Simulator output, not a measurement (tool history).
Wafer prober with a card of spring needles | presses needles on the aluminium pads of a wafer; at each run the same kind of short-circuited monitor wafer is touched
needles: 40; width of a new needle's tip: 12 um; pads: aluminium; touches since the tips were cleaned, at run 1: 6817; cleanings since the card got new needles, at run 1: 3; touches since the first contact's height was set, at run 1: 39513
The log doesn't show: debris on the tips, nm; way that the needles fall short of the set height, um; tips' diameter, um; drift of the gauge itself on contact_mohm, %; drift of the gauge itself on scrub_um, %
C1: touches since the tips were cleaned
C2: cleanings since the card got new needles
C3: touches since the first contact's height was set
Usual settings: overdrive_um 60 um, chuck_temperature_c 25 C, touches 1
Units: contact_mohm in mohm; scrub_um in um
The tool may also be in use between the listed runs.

{"run": 1, "hour": 0.0, "overdrive_um": 60, "chuck_temperature_c": 25, "touches": 1, "C1": 6817, "C2": 3, "C3": 39513, "contact_mohm": 235, "scrub_um": 16.5}
{"hour": 2.9, "done": "tips cleaned on abrasive film"}
{"hour": 16.0, "done": "tips cleaned on abrasive film"}
{"run": 2, "hour": 20.8, "overdrive_um": 60, "chuck_temperature_c": 25, "touches": 1, "C1": 3474, "C2": 5, "C3": 54426, "contact_mohm": 225, "scrub_um": 16.43}
{"hour": 28.6, "done": "tips cleaned on abrasive film"}
{"hour": 40.9, "done": "tips cleaned on abrasive film"}
{"run": 3, "hour": 42.7, "overdrive_um": 60, "chuck_temperature_c": 25, "touches": 1, "C1": 1332, "C2": 7, "C3": 70084, "contact_mohm": 197, "scrub_um": 16.34}
{"hour": 50.6, "done": "height of the first contact set anew"}
{"hour": 54.3, "done": "tips cleaned on abrasive film"}
{"run": 4, "hour": 55.9, "overdrive_um": 60, "chuck_temperature_c": 38, "touches": 1, "C1": 1190, "C2": 8, "C3": 3795, "contact_mohm": 199, "scrub_um": 16.29}
{"hour": 67.7, "done": "tips cleaned on abrasive film"}
{"run": 5, "hour": 71.9, "overdrive_um": 60, "chuck_temperature_c": 38, "touches": 1, "C1": 2989, "C2": 9, "C3": 15247, "contact_mohm": 224, "scrub_um": 16.28}
{"hour": 80.5, "done": "tips cleaned on abrasive film"}
{"run": 6, "hour": 83.3, "overdrive_um": 60, "chuck_temperature_c": 38, "touches": 1, "C1": 2080, "C2": 10, "C3": 23460, "contact_mohm": 211, "scrub_um": 16.24}
{"hour": 94.3, "done": "tips cleaned on abrasive film"}
{"run": 7, "hour": 100.3, "overdrive_um": 60, "chuck_temperature_c": 93, "touches": 2, "C1": 4347, "C2": 11, "C3": 35633, "contact_mohm": 217, "scrub_um": 16.19}
{"hour": 106.7, "done": "tips cleaned on abrasive film"}
{"hour": 109.9, "done": "height of the first contact set anew, once more"}
{"run": 8, "hour": 114.4, "overdrive_um": 59, "chuck_temperature_c": 91, "touches": 2, "C1": 5353, "C2": 12, "C3": 3276, "contact_mohm": 217, "scrub_um": 16.32}
{"hour": 119.3, "done": "tips cleaned on abrasive film"}
{"run": 9, "hour": 131.1, "overdrive_um": 72, "chuck_temperature_c": 31, "touches": 1, "C1": 8521, "C2": 13, "C3": 15243, "contact_mohm": 223, "scrub_um": 19.87}
{"hour": 132.3, "done": "tips cleaned on abrasive film"}
{"hour": 145.2, "done": "tips cleaned on abrasive film"}
{"run": 10, "hour": 149.0, "overdrive_um": 72, "chuck_temperature_c": 64, "touches": 1, "C1": 2730, "C2": 15, "C3": 28076, "contact_mohm": 210, "scrub_um": 19.8}

Forecast each of these 5 alternatives for the next run:
{"hour": 158.2, "done": "tips cleaned on abrasive film"}
{"run": "A", "hour": 158.2, "overdrive_um": 60, "chuck_temperature_c": 114, "touches": 1, "C1": 0, "C2": 16, "C3": 34663, "contact_mohm": "?", "scrub_um": "?"}
{"hour": 158.2, "done": "tips cleaned on abrasive film"}
{"run": "B", "hour": 158.2, "overdrive_um": 47, "chuck_temperature_c": 27, "touches": 1, "C1": 0, "C2": 16, "C3": 34663, "contact_mohm": "?", "scrub_um": "?"}
{"hour": 158.2, "done": "tips cleaned on abrasive film"}
{"run": "C", "hour": 158.2, "overdrive_um": 51, "chuck_temperature_c": 25, "touches": 3, "C1": 0, "C2": 16, "C3": 34663, "contact_mohm": "?", "scrub_um": "?"}
{"hour": 158.2, "done": "tips cleaned on abrasive film"}
{"run": "D", "hour": 158.2, "overdrive_um": 56, "chuck_temperature_c": 69, "touches": 1, "C1": 0, "C2": 16, "C3": 34663, "contact_mohm": "?", "scrub_um": "?"}
{"hour": 158.2, "done": "tips cleaned on abrasive film"}
{"run": "E", "hour": 158.2, "overdrive_um": 60, "chuck_temperature_c": 96, "touches": 1, "C1": 0, "C2": 16, "C3": 34663, "contact_mohm": "?", "scrub_um": "?"}

run=A contact_mohm=191 scrub_um=16.49
run=B contact_mohm=183 scrub_um=12.86
run=C contact_mohm=173 scrub_um=13.97
run=D contact_mohm=182 scrub_um=15.34
run=E contact_mohm=188 scrub_um=16.43
Without the tool's hidden state the same runs would have given:
run=A contact_mohm=185 scrub_um=16.63
run=B contact_mohm=174 scrub_um=13.00
run=C contact_mohm=169 scrub_um=14.11
run=D contact_mohm=175 scrub_um=15.48
run=E contact_mohm=182 scrub_um=16.58

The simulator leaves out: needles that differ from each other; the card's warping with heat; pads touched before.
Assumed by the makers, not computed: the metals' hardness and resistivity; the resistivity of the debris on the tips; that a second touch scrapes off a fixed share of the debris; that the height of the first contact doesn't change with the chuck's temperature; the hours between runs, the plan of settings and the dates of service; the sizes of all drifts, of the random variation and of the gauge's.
